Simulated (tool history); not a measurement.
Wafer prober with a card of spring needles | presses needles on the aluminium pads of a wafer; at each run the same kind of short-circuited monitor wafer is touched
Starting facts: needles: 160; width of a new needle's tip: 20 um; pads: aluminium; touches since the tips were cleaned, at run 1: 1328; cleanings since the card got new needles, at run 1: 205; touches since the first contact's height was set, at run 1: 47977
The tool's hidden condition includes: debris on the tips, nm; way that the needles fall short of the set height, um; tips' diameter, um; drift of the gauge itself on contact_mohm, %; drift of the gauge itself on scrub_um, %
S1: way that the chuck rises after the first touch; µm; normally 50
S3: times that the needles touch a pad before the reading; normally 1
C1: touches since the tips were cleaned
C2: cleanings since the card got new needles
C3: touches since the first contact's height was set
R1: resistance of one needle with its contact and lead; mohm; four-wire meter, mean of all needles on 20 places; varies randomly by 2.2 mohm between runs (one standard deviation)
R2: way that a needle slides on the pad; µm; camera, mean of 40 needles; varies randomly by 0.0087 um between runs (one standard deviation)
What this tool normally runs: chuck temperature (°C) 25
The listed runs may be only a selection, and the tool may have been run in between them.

Run 1, hour 0.0: usual settings; C1 1328; C2 205; C3 47977. Result: R1 240 mohm, R2 10.413 µm.
At hour 11.5: tips cleaned on abrasive film.
At hour 25.9: tips cleaned on abrasive film.
Run 2, hour 35.7: usual settings but S3 2; C1 6179; C2 207; C3 70304. Result: R1 239 mohm, R2 10.399 µm.
At hour 38.6: tips cleaned on abrasive film.
At hour 53.0: tips cleaned on abrasive film.
At hour 67.3: tips cleaned on abrasive film.
At hour 78.8: tips cleaned on abrasive film.
At hour 93.2: tips cleaned on abrasive film.
Run 3, hour 96.3: usual settings but S3 2; C1 1932; C2 212; C3 108121. Result: R1 239 mohm, R2 10.446 µm.
At hour 104.9: tips cleaned on abrasive film.
At hour 108.1: height of the first contact set anew.
At hour 116.7: tips cleaned on abrasive film.
At hour 128.2: tips cleaned on abrasive film.
At hour 142.6: tips cleaned on abrasive film.
Run 4, hour 150.2: usual settings but S3 2; C1 4787; C2 216; C3 26313. Result: R1 238 mohm, R2 10.414 µm.
At hour 156.0: tips cleaned on abrasive film.
At hour 167.5: tips cleaned on abrasive film.
At hour 179.0: tips cleaned on abrasive film.
At hour 193.3: tips cleaned on abrasive film.
Run 5, hour 196.1: usual settings but chuck temperature (°C) 102; C1 1746; C2 220; C3 54973. Result: R1 260 mohm, R2 10.427 µm.
At hour 207.6: tips cleaned on abrasive film.
At hour 219.1: tips cleaned on abrasive film.
At hour 233.5: tips cleaned on abrasive film.
Run 6, hour 239.4: usual settings; C1 3737; C2 223; C3 82038. Result: R1 239 mohm, R2 10.417 µm.
At hour 245.2: tips cleaned on abrasive film.
At hour 259.5: tips cleaned on abrasive film.
At hour 271.0: tips cleaned on abrasive film.
At hour 285.4: tips cleaned on abrasive film.
Run 7, hour 289.5: usual settings; C1 2607; C2 227; C3 113324. Result: R1 237 mohm, R2 10.398 µm.
At hour 292.6: height of the first contact set anew.
At hour 298.4: tips cleaned on abrasive film.
At hour 309.9: tips cleaned on abrasive film.
Run 8, hour 316.9: usual settings but S1 55 µm; C1 4375; C2 229; C3 15141. Result: R1 236 mohm, R2 11.454 µm.
At hour 322.6: tips cleaned on abrasive film.
At hour 334.1: tips cleaned on abrasive film.
At hour 345.6: tips cleaned on abrasive film.
At hour 357.1: tips cleaned on abrasive film.
Run 9, hour 367.1: usual settings but S1 55 µm; C1 6252; C2 233; C3 46460. Result: R1 238 mohm, R2 11.453 µm.
At hour 370.0: tips cleaned on abrasive film.
At hour 381.5: tips cleaned on abrasive film.
At hour 393.0: tips cleaned on abrasive film.
Run 10, hour 399.1: usual settings but S1 55 µm; C1 3815; C2 236; C3 66423. Result: R1 239 mohm, R2 11.456 µm.
At hour 404.9: tips cleaned on abrasive film.
At hour 419.1: tips cleaned on abrasive film.
At hour 430.6: tips cleaned on abrasive film.
Run 11, hour 441.4: usual settings but S1 55 µm; C1 6777; C2 239; C3 92882. Result: R1 235 mohm, R2 11.450 µm.
At hour 444.4: tips cleaned on abrasive film.
At hour 458.5: tips cleaned on abrasive film.
At hour 472.9: tips cleaned on abrasive film.
At hour 476.0: height of the first contact set anew.
Run 12, hour 476.1: usual settings but chuck temperature (°C) 38; C1 1879; C2 242; C3 85. Result: R1 239 mohm, R2 10.430 µm.
At hour 484.8: tips cleaned on abrasive film.
At hour 496.3: tips cleaned on abrasive film.
At hour 510.7: tips cleaned on abrasive film.
At hour 522.2: tips cleaned on abrasive film.
Run 13, hour 525.5: usual settings; C1 2078; C2 246; C3 30885. Result: R1 234 mohm, R2 10.396 µm.
At hour 534.1: tips cleaned on abrasive film.
At hour 545.6: tips cleaned on abrasive film.
At hour 557.1: tips cleaned on abrasive film.
Run 14, hour 562.6: usual settings; C1 3422; C2 249; C3 54041. Result: R1 241 mohm, R2 10.409 µm.
At hour 571.2: tips cleaned on abrasive film.
At hour 582.7: tips cleaned on abrasive film.
At hour 594.2: tips cleaned on abrasive film.
Run 15, hour 598.5: usual settings but S1 49 µm, chuck temperature (°C) 43; C1 2689; C2 252; C3 76467. Result: R1 243 mohm, R2 10.212 µm.
At hour 607.1: tips cleaned on abrasive film.
At hour 621.5: tips cleaned on abrasive film.
At hour 633.0: tips cleaned on abrasive film.
At hour 644.5: tips cleaned on abrasive film.
At hour 656.0: tips cleaned on abrasive film.
At hour 662.0: height of the first contact set anew.
Run 16, hour 664.4: usual settings but S1 51 µm, chuck temperature (°C) 29, S3 3; C1 5116; C2 257; C3 1528. Result: R1 240 mohm, R2 10.625 µm.
At hour 670.2: tips cleaned on abrasive film.
At hour 681.7: tips cleaned on abrasive film.
At hour 693.2: tips cleaned on abrasive film.
At hour 707.6: tips cleaned on abrasive film.
Run 17, hour 715.9: usual settings but S1 66 µm, chuck temperature (°C) 53; C1 5254; C2 261; C3 33695. Result: R1 242 mohm, R2 13.750 µm.
At hour 721.7: tips cleaned on abrasive film.
At hour 733.2: tips cleaned on abrasive film.
At hour 747.6: tips cleaned on abrasive film.
At hour 761.8: tips cleaned on abrasive film.
At hour 773.3: tips cleaned on abrasive film.
Run 18, hour 782.3: usual settings but S1 32 µm, chuck temperature (°C) 52, S3 3; C1 5707; C2 266; C3 75173. Result: R1 253 mohm, R2 6.671 µm.
At hour 785.3: tips cleaned on abrasive film.
At hour 799.5: tips cleaned on abrasive film.
At hour 813.8: tips cleaned on abrasive film.
At hour 828.0: tips cleaned on abrasive film.
At hour 839.5: tips cleaned on abrasive film.
Run 19, hour 842.0: usual settings but S1 37 µm, chuck temperature (°C) 52; C1 1550; C2 271; C3 112392. Result: R1 252 mohm, R2 7.689 µm.
At hour 848.0: height of the first contact set anew.
At hour 853.8: tips cleaned on abrasive film.
At hour 868.1: tips cleaned on abrasive film.
At hour 879.6: tips cleaned on abrasive film.
Run 20, hour 887.9: usual settings but S1 49 µm, chuck temperature (°C) 52, S3 2; C1 5224; C2 274; C3 24960. Result: R1 249 mohm, R2 10.190 µm.
At hour 893.7: tips cleaned on abrasive film.
At hour 908.1: tips cleaned on abrasive film.
At hour 922.0: tips cleaned on abrasive film.
Run 21, hour 922.0: usual settings but S1 69 µm, chuck temperature (°C) 87, S3 3; C1 0; C2 277; C3 46235. Result: R1 248 mohm, R2 14.369 µm.
At hour 936.4: tips cleaned on abrasive film.
At hour 947.9: tips cleaned on abrasive film.
At hour 959.4: tips cleaned on abrasive film.
Run 22, hour 964.1: usual settings but S1 69 µm, chuck temperature (°C) 44, S3 2; C1 2994; C2 280; C3 72548. Result: R1 240 mohm, R2 14.376 µm.
At hour 972.8: tips cleaned on abrasive film.
At hour 987.0: tips cleaned on abrasive film.
At hour 1001.3: tips cleaned on abrasive film.
Run 23, hour 1006.1: usual settings; C1 3005; C2 283; C3 98785. Result: R1 236 mohm, R2 10.408 µm.
At hour 1014.8: tips cleaned on abrasive film.
At hour 1029.1: tips cleaned on abrasive film.
At hour 1032.3: height of the first contact set anew.
At hour 1040.9: tips cleaned on abrasive film.
Run 24, hour 1044.8: usual settings; C1 2438; C2 286; C3 7821. Result: R1 236 mohm, R2 10.422 µm.
At hour 1053.4: tips cleaned on abrasive film.
At hour 1064.9: tips cleaned on abrasive film.
At hour 1076.4: tips cleaned on abrasive film.
Run 25, hour 1084.2: usual settings but S1 31 µm, chuck temperature (°C) 62, S3 2; C1 4914; C2 289; C3 32473. Result: R1 260 mohm, R2 6.444 µm.
At hour 1090.0: tips cleaned on abrasive film.
At hour 1104.3: tips cleaned on abrasive film.
At hour 1115.8: tips cleaned on abrasive film.
At hour 1130.2: tips cleaned on abrasive film.
Run 26, hour 1135.7: usual settings but S1 31 µm, chuck temperature (°C) 62, S3 2; C1 3479; C2 293; C3 64598. Result: R1 255 mohm, R2 6.453 µm.

5 ways to go on from here, each from the tool as it stands after run 26. What would each give?
At hour 1144.3: tips cleaned on abrasive film.
At hour 1158.7: tips cleaned on abrasive film.
Run A, hour 1169.7: usual settings but S1 30 µm; C1 6914; C2 295; C3 85867. Result: R1 ?, R2 ?.
At hour 1144.3: tips cleaned on abrasive film.
At hour 1158.7: tips cleaned on abrasive film.
Run B, hour 1169.7: usual settings but chuck temperature (°C) 89, S3 2; C1 6914; C2 295; C3 85867. Result: R1 ?, R2 ?.
At hour 1144.3: tips cleaned on abrasive film.
At hour 1158.7: tips cleaned on abrasive film.
Run C, hour 1169.7: usual settings but chuck temperature (°C) 83; C1 6914; C2 295; C3 85867. Result: R1 ?, R2 ?.
At hour 1144.3: tips cleaned on abrasive film.
At hour 1158.7: tips cleaned on abrasive film.
Run D, hour 1169.7: usual settings but S1 52 µm; C1 6914; C2 295; C3 85867. Result: R1 ?, R2 ?.
At hour 1144.3: tips cleaned on abrasive film.
At hour 1158.7: tips cleaned on abrasive film.
Run E, hour 1169.7: usual settings but S1 39 µm, chuck temperature (°C) 61; C1 6914; C2 295; C3 85867. Result: R1 ?, R2 ?.

run   R1      R2
  A  249   6.240
  B  256  10.416
  C  251  10.408
  D  234  10.828
  E  253   8.112
Stripped of hidden state, with their random variation kept, the same runs would have yielded:
run   R1      R2
  A  248   6.240
  B  256  10.416
  C  251  10.408
  D  234  10.828
  E  253   8.112
